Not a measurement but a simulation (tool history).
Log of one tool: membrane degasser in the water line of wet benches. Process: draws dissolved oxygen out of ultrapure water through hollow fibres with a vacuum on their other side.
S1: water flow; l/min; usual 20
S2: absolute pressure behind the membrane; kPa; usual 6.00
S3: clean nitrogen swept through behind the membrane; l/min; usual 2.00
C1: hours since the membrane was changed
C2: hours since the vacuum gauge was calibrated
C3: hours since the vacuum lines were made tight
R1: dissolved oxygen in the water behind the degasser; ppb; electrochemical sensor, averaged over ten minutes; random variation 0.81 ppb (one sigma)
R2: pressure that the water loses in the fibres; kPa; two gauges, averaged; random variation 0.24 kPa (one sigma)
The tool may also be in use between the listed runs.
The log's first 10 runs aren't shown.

| run | hour | S1 | S2 | S3 | C1 | C2 | C3 | R1 | R2 |
|---|---|---|---|---|---|---|---|---|---|
| 11 | 2578.3 | 20 | 6.00 | 3.38 | 3361 | 2487 | 4796 | 48.7 | 61.38 |
| 12 | 2901.5 | 20 | 4.26 | 3.38 | 3684 | 2810 | 5119 | 24.3 | 61.24 |
| 13 | 3210.5 | 20 | 4.26 | 3.38 | 3993 | 3119 | 5428 | 24.5 | 60.50 |
|  | 3341.0 | vacuum gauge calibrated |
| 14 | 3365.8 | 20 | 6.00 | 2.00 | 4148 | 25 | 5583 | 73.7 | 60.53 |
| 15 | 3715.2 | 20 | 6.00 | 2.00 | 4498 | 374 | 5932 | 75.8 | 61.28 |
| 16 | 4003.3 | 20 | 6.00 | 2.00 | 4786 | 662 | 6220 | 74.9 | 60.84 |
| 17 | 4281.2 | 21 | 11.95 | 2.00 | 5064 | 940 | 6498 | 222.0 | 64.23 |
| 18 | 4614.5 | 19 | 9.65 | 2.00 | 5397 | 1274 | 6832 | 149.2 | 57.89 |
|  | 4635.5 | seals of the vacuum lines changed |
| 19 | 4914.5 | 19 | 9.65 | 2.00 | 5695 | 1571 | 279 | 150.4 | 57.46 |
| 20 | 5064.3 | 25 | 5.67 | 2.00 | 5845 | 1721 | 429 | 93.8 | 76.64 |
| 21 | 5304.6 | 19 | 3.89 | 1.83 | 6085 | 1962 | 669 | 24.1 | 57.51 |
| 22 | 5465.6 | 19 | 3.89 | 1.83 | 6246 | 2123 | 830 | 23.8 | 57.74 |
| 23 | 5672.1 | 19 | 3.89 | 1.83 | 6453 | 2329 | 1037 | 24.0 | 57.83 |
| 24 | 5844.7 | 19 | 3.89 | 1.83 | 6625 | 2502 | 1209 | 24.3 | 57.95 |
| 25 | 6171.3 | 19 | 6.00 | 1.14 | 6952 | 2828 | 1536 | 111.1 | 57.63 |
| 26 | 6423.0 | 19 | 6.00 | 1.14 | 7203 | 3080 | 1788 | 113.0 | 57.65 |
|  | 6591.4 | vacuum gauge calibrated |
| 27 | 6658.6 | 19 | 6.00 | 1.14 | 7438 | 67 | 2023 | 112.6 | 58.15 |

Forecast run 28:
| 28 | 6917.1 | 28 | 3.90 | 2.00 | 7697 | 326 | 2281 | ? | ? |

Run 28 gave R1 57.1 ppb, R2 85.21 kPa.
Without the tool's hidden state the same run would have given R1 56.9 ppb, R2 85.14 kPa.

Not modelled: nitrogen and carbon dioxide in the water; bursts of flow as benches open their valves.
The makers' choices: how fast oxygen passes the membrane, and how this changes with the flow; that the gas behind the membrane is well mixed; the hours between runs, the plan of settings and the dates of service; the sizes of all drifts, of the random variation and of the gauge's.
